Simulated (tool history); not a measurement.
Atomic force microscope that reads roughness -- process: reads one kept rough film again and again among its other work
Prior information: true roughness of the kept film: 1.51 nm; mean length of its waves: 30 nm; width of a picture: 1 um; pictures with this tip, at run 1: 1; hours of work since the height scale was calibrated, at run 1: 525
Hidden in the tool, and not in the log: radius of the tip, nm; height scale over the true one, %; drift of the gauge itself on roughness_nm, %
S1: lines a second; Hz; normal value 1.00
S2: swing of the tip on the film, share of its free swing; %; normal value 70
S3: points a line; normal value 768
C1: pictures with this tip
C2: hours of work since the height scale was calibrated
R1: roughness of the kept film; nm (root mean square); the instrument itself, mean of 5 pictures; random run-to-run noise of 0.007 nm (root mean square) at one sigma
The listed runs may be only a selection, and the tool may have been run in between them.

Run 1, hour 0.0: usual settings; C1 1; C2 525. Result: R1 1.414 nm (root mean square).
Run 2, hour 24.7: usual settings; C1 43; C2 543. Result: R1 1.356 nm (root mean square).
Run 3, hour 40.7: usual settings; C1 70; C2 555. Result: R1 1.337 nm (root mean square).
At hour 53.2: new tip fitted.
Run 4, hour 69.8: usual settings; C1 29; C2 575. Result: R1 1.377 nm (root mean square).
Run 5, hour 87.7: usual settings; C1 59; C2 588. Result: R1 1.351 nm (root mean square).
At hour 105.7: new tip fitted.
Run 6, hour 114.1: usual settings; C1 14; C2 607. Result: R1 1.379 nm (root mean square).
Run 7, hour 137.5: usual settings; C1 54; C2 623. Result: R1 1.347 nm (root mean square).
At hour 159.9: new tip fitted.
Run 8, hour 171.5: usual settings; C1 20; C2 648. Result: R1 1.373 nm (root mean square).
Run 9, hour 190.1: usual settings; C1 52; C2 661. Result: R1 1.361 nm (root mean square).
At hour 213.4: new tip fitted.
Run 10, hour 215.1: usual settings; C1 3; C2 679. Result: R1 1.385 nm (root mean square).
Run 11, hour 245.8: usual settings; C1 55; C2 701. Result: R1 1.355 nm (root mean square).
At hour 266.9: new tip fitted.
Run 12, hour 267.9: usual settings; C1 2; C2 716. Result: R1 1.394 nm (root mean square).
Run 13, hour 300.8: usual settings; C1 58; C2 740. Result: R1 1.340 nm (root mean square).
At hour 320.5: new tip fitted.
Run 14, hour 331.8: usual settings; C1 19; C2 762. Result: R1 1.386 nm (root mean square).
Run 15, hour 349.6: usual settings but S2 59 %; C1 50; C2 775. Result: R1 1.366 nm (root mean square).
Run 16, hour 365.0: usual settings but S1 0.56 Hz, S2 59 %; C1 77; C2 786. Result: R1 1.356 nm (root mean square).
At hour 374.9: new tip fitted.
Run 17, hour 390.1: usual settings but S1 2.89 Hz, S2 57 %, S3 475; C1 26; C2 803. Result: R1 1.356 nm (root mean square).
Run 18, hour 410.5: usual settings but S1 1.86 Hz, S2 82 %, S3 598; C1 61; C2 818. Result: R1 1.255 nm (root mean square).
At hour 428.2: new tip fitted.
Run 19, hour 433.5: usual settings but S1 2.05 Hz, S2 82 %, S3 639; C1 9; C2 834. Result: R1 1.278 nm (root mean square).
Run 20, hour 457.9: usual settings but S1 1.45 Hz, S2 82 %, S3 285; C1 51; C2 852. Result: R1 1.277 nm (root mean square).
Run 21, hour 473.1: usual settings but S2 88 %, S3 702; C1 78; C2 863. Result: R1 1.267 nm (root mean square).
At hour 480.1: new tip fitted.
Run 22, hour 496.6: usual settings but S1 1.28 Hz, S2 83 %, S3 702; C1 28; C2 879. Result: R1 1.311 nm (root mean square).
Run 23, hour 512.1: usual settings but S1 1.28 Hz, S2 83 %, S3 702; C1 55; C2 890. Result: R1 1.305 nm (root mean square).
At hour 533.6: new tip fitted.
Run 24, hour 539.7: usual settings but S1 1.28 Hz, S2 83 %, S3 506; C1 10; C2 910. Result: R1 1.335 nm (root mean square).
Run 25, hour 568.1: usual settings but S1 1.28 Hz, S2 83 %, S3 506; C1 59; C2 930. Result: R1 1.284 nm (root mean square).
Run 26, hour 583.7: usual settings but S2 56 %, S3 424; C1 86; C2 941. Result: R1 1.323 nm (root mean square).
At hour 585.8: new tip fitted.
Run 27, hour 611.8: usual settings but S1 1.12 Hz, S2 56 %, S3 556; C1 44; C2 961. Result: R1 1.375 nm (root mean square).
Run 28, hour 633.9: usual settings but S1 1.12 Hz, S2 56 %, S3 556; C1 82; C2 977. Result: R1 1.334 nm (root mean square).
At hour 638.6: new tip fitted.
Run 29, hour 657.6: usual settings but S1 1.12 Hz, S2 56 %, S3 556; C1 33; C2 994. Result: R1 1.395 nm (root mean square).
Run 30, hour 674.4: usual settings but S1 1.12 Hz, S2 56 %, S3 556; C1 62; C2 1006. Result: R1 1.354 nm (root mean square).

Predict each of these 5 candidate next runs independently; none follows another, all start after run 30:
At hour 693.4: new tip fitted.
Run A, hour 702.0: usual settings but S1 3.84 Hz, S2 61 %, S3 276; C1 15; C2 1026. Result: R1 ?.
At hour 693.4: new tip fitted.
Run B, hour 702.0: usual settings but S1 3.42 Hz, S2 56 %, S3 556; C1 15; C2 1026. Result: R1 ?.
At hour 693.4: new tip fitted.
Run C, hour 702.0: usual settings but S1 2.30 Hz, S2 64 %, S3 454; C1 15; C2 1026. Result: R1 ?.
At hour 693.4: new tip fitted.
Run D, hour 702.0: usual settings but S1 1.12 Hz, S2 56 %, S3 1008; C1 15; C2 1026. Result: R1 ?.
At hour 693.4: new tip fitted.
Run E, hour 702.0: usual settings but S1 1.27 Hz, S2 62 %, S3 514; C1 15; C2 1026. Result: R1 ?.

run     R1
  A  1.314
  B  1.374
  C  1.338
  D  1.388
  E  1.380
With the hidden condition removed and each run's random variation left untouched, the same runs would have given:
run     R1
  A  1.359
  B  1.420
  C  1.384
  D  1.436
  E  1.427
